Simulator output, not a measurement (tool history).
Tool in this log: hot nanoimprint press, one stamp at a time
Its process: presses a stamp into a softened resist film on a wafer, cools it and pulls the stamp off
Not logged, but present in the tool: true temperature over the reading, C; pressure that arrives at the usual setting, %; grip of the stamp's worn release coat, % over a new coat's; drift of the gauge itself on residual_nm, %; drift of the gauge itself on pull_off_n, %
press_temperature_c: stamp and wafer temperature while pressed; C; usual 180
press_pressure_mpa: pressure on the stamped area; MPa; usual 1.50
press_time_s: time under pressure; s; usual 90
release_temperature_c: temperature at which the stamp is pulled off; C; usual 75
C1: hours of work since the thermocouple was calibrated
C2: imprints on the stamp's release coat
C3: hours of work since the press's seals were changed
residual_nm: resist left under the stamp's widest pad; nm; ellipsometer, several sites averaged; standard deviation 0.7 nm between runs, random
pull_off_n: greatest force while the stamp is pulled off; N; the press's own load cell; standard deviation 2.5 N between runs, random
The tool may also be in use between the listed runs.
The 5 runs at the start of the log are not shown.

{"run": 6, "hour": 33.2, "press_temperature_c": 180, "press_pressure_mpa": 1.5, "press_time_s": 93, "release_temperature_c": 75, "C1": 9, "C2": 1563, "C3": 119, "residual_nm": 98.8, "pull_off_n": 114}
{"run": 7, "hour": 38.6, "press_temperature_c": 180, "press_pressure_mpa": 1.55, "press_time_s": 90, "release_temperature_c": 75, "C1": 12, "C2": 1573, "C3": 121, "residual_nm": 98.3, "pull_off_n": 112}
{"run": 8, "hour": 42.5, "press_temperature_c": 180, "press_pressure_mpa": 1.55, "press_time_s": 90, "release_temperature_c": 75, "C1": 13, "C2": 1581, "C3": 123, "residual_nm": 99.3, "pull_off_n": 119}
{"run": 9, "hour": 48.5, "press_temperature_c": 180, "press_pressure_mpa": 1.5, "press_time_s": 90, "release_temperature_c": 75, "C1": 16, "C2": 1593, "C3": 126, "residual_nm": 99.4, "pull_off_n": 116}
{"run": 10, "hour": 57.8, "press_temperature_c": 180, "press_pressure_mpa": 1.5, "press_time_s": 90, "release_temperature_c": 75, "C1": 20, "C2": 1611, "C3": 130, "residual_nm": 98.9, "pull_off_n": 116}
{"run": 11, "hour": 62.7, "press_temperature_c": 180, "press_pressure_mpa": 1.5, "press_time_s": 143, "release_temperature_c": 75, "C1": 23, "C2": 1621, "C3": 132, "residual_nm": 84.3, "pull_off_n": 113}
{"hour": 71.6, "done": "stamp cleaned and given a new release coat"}
{"run": 12, "hour": 73.6, "press_temperature_c": 180, "press_pressure_mpa": 1.5, "press_time_s": 90, "release_temperature_c": 70, "C1": 25, "C2": 4, "C3": 134, "residual_nm": 99.5, "pull_off_n": 124}
{"run": 13, "hour": 79.3, "press_temperature_c": 180, "press_pressure_mpa": 1.5, "press_time_s": 90, "release_temperature_c": 70, "C1": 27, "C2": 15, "C3": 137, "residual_nm": 100.3, "pull_off_n": 127}
{"run": 14, "hour": 84.9, "press_temperature_c": 180, "press_pressure_mpa": 1.5, "press_time_s": 90, "release_temperature_c": 70, "C1": 30, "C2": 26, "C3": 139, "residual_nm": 99.7, "pull_off_n": 122}
{"run": 15, "hour": 93.5, "press_temperature_c": 180, "press_pressure_mpa": 1.5, "press_time_s": 90, "release_temperature_c": 70, "C1": 34, "C2": 43, "C3": 143, "residual_nm": 99.3, "pull_off_n": 127}
{"run": 16, "hour": 101.0, "press_temperature_c": 171, "press_pressure_mpa": 1.5, "press_time_s": 51, "release_temperature_c": 73, "C1": 37, "C2": 58, "C3": 146, "residual_nm": 143.8, "pull_off_n": 117}
{"run": 17, "hour": 107.2, "press_temperature_c": 180, "press_pressure_mpa": 1.5, "press_time_s": 163, "release_temperature_c": 75, "C1": 40, "C2": 70, "C3": 149, "residual_nm": 81.7, "pull_off_n": 116}
{"run": 18, "hour": 116.6, "press_temperature_c": 180, "press_pressure_mpa": 1.5, "press_time_s": 90, "release_temperature_c": 75, "C1": 44, "C2": 89, "C3": 154, "residual_nm": 99.8, "pull_off_n": 110}
{"run": 19, "hour": 125.7, "press_temperature_c": 183, "press_pressure_mpa": 1.5, "press_time_s": 66, "release_temperature_c": 75, "C1": 48, "C2": 107, "C3": 158, "residual_nm": 103.0, "pull_off_n": 112}
{"run": 20, "hour": 132.9, "press_temperature_c": 186, "press_pressure_mpa": 1.12, "press_time_s": 142, "release_temperature_c": 78, "C1": 51, "C2": 121, "C3": 161, "residual_nm": 85.3, "pull_off_n": 105}

Run 21 comes next. What will it give?
{"run": 21, "hour": 139.2, "press_temperature_c": 186, "press_pressure_mpa": 1.12, "press_time_s": 142, "release_temperature_c": 78, "C1": 54, "C2": 134, "C3": 164, "residual_nm": "?", "pull_off_n": "?"}

residual_nm: 85.1 nm
pull_off_n: 109 N
On a tool with no hidden condition, and with the same random variation, this run would have come out at residual_nm 85.1 nm, pull_off_n 108 N.
